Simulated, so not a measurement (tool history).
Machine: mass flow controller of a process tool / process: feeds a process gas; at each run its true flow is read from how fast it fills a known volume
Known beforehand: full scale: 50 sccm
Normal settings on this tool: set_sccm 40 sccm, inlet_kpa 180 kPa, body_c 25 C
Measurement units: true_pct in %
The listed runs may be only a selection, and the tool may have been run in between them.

{"run": 1, "hour": 0.0, "set_sccm": 40, "inlet_kpa": 180, "body_c": 25, "true_pct": 100.42}
{"run": 2, "hour": 154.7, "set_sccm": 40, "inlet_kpa": 180, "body_c": 25, "true_pct": 100.58}
{"run": 3, "hour": 468.0, "set_sccm": 40, "inlet_kpa": 180, "body_c": 25, "true_pct": 100.48}
{"run": 4, "hour": 673.3, "set_sccm": 40, "inlet_kpa": 180, "body_c": 26, "true_pct": 100.54}
{"run": 5, "hour": 993.0, "set_sccm": 48, "inlet_kpa": 180, "body_c": 25, "true_pct": 101.0}
{"run": 6, "hour": 1147.9, "set_sccm": 40, "inlet_kpa": 180, "body_c": 26, "true_pct": 100.53}
{"run": 7, "hour": 1472.1, "set_sccm": 40, "inlet_kpa": 180, "body_c": 25, "true_pct": 100.65}
{"run": 8, "hour": 1810.0, "set_sccm": 40, "inlet_kpa": 180, "body_c": 25, "true_pct": 100.7}
{"run": 9, "hour": 2030.9, "set_sccm": 40, "inlet_kpa": 180, "body_c": 25, "true_pct": 100.64}
{"run": 10, "hour": 2191.5, "set_sccm": 40, "inlet_kpa": 180, "body_c": 25, "true_pct": 100.72}
{"run": 11, "hour": 2394.0, "set_sccm": 40, "inlet_kpa": 208, "body_c": 25, "true_pct": 100.61}
{"run": 12, "hour": 2712.1, "set_sccm": 6, "inlet_kpa": 208, "body_c": 25, "true_pct": 101.84}
{"run": 13, "hour": 2878.8, "set_sccm": 40, "inlet_kpa": 180, "body_c": 25, "true_pct": 100.66}
{"run": 14, "hour": 3149.6, "set_sccm": 40, "inlet_kpa": 180, "body_c": 25, "true_pct": 100.79}
{"run": 15, "hour": 3428.6, "set_sccm": 40, "inlet_kpa": 180, "body_c": 25, "true_pct": 101.0}
{"run": 16, "hour": 3601.7, "set_sccm": 40, "inlet_kpa": 172, "body_c": 20, "true_pct": 101.38}
{"run": 17, "hour": 3929.5, "set_sccm": 7, "inlet_kpa": 236, "body_c": 22, "true_pct": 101.94}

Expected results for the next run?
{"run": 18, "hour": 4174.4, "set_sccm": 7, "inlet_kpa": 236, "body_c": 22, "true_pct": "?"}

true_pct: 101.93 %
With the hidden condition absent and the run-to-run variation left alone, this run would have shown true_pct 97.68 %.
